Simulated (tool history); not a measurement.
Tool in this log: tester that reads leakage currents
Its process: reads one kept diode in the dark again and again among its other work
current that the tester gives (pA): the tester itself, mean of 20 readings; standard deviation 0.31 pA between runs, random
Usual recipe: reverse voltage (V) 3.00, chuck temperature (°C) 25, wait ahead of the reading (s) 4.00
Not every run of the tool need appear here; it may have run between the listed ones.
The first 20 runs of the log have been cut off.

run     day  reverse voltage (V)  chuck temperature (°C)  wait ahead of the reading (s)  current that the tester gives (pA)
 21  19.462                 3.00                      25                           4.00                               97.89
 22  20.796                 2.29                      30                           1.04                              126.92
 23  21.996                 3.00                      25                           0.92                               98.86
 24  23.096                11.44                      22                           1.69                              152.71
 25  24.221                11.44                      43                           0.74                              704.02
 26  25.017                 1.82                      41                           5.48                              255.93
 27  25.971                 4.28                      41                           0.31                              384.16
 28  27.271                 1.85                      35                           4.00                              165.55
 29  28.238                 3.00                      37                           4.00                              240.48
 30  29.467                 5.69                      23                           0.66                              116.27
 31  30.362                 3.11                      43                           0.31                              379.13
 32  31.279                 3.11                      43                           0.31                              379.09
 33  32.600                12.97                      49                           0.38                             1129.26
 34  34.042                 6.36                      26                           0.63                              153.41
 35  34.842                16.53                      50                           0.52                             1350.40
 36  35.625                 1.67                      55                           7.67                              642.89
 37  36.921                 3.00                      31                           9.19                              153.11
 38  38.217                 9.58                      42                           3.73                              594.63
 39  39.642                 9.58                      35                           3.73                              360.86
 40  40.692                13.56                      41                           8.07                              650.69

4 options for the next run, each taken on its own from the tool as it stands now. Forecast them:
  A  41.600                 4.90                      58                           0.45                                   ?
  B  41.600                 3.00                      29                           1.00                                   ?
  C  41.600                 3.92                      25                           4.00                                   ?
  D  41.600                 6.61                      41                           0.48                                   ?

run  current that the tester gives (pA)
  A                             1288.81
  B                              132.11
  C                              110.73
  D                              464.18
Without the tool's hidden state the same runs would have given:
run  current that the tester gives (pA)
  A                             1401.56
  B                              141.84
  C                              116.80
  D                              501.24

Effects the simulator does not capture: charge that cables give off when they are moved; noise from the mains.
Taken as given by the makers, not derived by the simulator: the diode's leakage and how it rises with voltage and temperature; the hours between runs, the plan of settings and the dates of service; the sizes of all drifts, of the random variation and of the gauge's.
